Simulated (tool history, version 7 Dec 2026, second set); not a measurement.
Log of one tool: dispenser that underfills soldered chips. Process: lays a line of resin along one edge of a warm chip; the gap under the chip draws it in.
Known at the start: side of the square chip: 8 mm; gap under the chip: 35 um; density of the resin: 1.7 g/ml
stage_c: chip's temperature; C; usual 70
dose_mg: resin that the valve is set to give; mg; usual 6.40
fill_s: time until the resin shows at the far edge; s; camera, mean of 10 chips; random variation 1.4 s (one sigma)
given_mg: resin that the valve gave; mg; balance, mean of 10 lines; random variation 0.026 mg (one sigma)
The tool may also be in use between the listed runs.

run	hour	stage_c	dose_mg	fill_s	given_mg
1	0.0	70	6.40	176.3	6.25
# hour 1.5: new syringe of resin
2	4.0	70	6.40	147.9	6.20
3	6.1	70	6.40	165.3	6.22
# hour 9.3: new syringe of resin
4	11.7	70	6.40	147.1	6.19
5	15.5	70	6.40	177.1	6.16
# hour 17.1: new syringe of resin
6	18.5	70	6.40	141.7	6.20
7	22.3	70	6.40	166.2	6.14
# hour 24.8: new syringe of resin
8	25.6	73	6.59	120.8	6.36
9	30.1	73	6.59	147.9	6.30
# hour 32.8: new syringe of resin
10	33.7	65	6.66	170.5	6.35
# hour 36.5: dispensing valve cleaned and set on the balance
11	38.1	70	6.35	159.0	6.29
# hour 41.7: new syringe of resin
12	41.8	84	6.09	74.6	6.02

4 ways to go on from here, each from the tool as it stands after run 12. What would each give?
A	45.6	84	6.35	?	?
B	45.6	83	6.40	?	?
C	45.6	65	7.74	?	?
D	45.6	84	6.38	?	?

run	fill_s	given_mg
A	88.2	6.27
B	92.3	6.30
C	198.6	7.60
D	87.6	6.33
Without the tool's hidden state the same runs would have given:
run	fill_s	given_mg
A	74.1	6.32
B	77.5	6.35
C	166.8	7.66
D	73.6	6.38
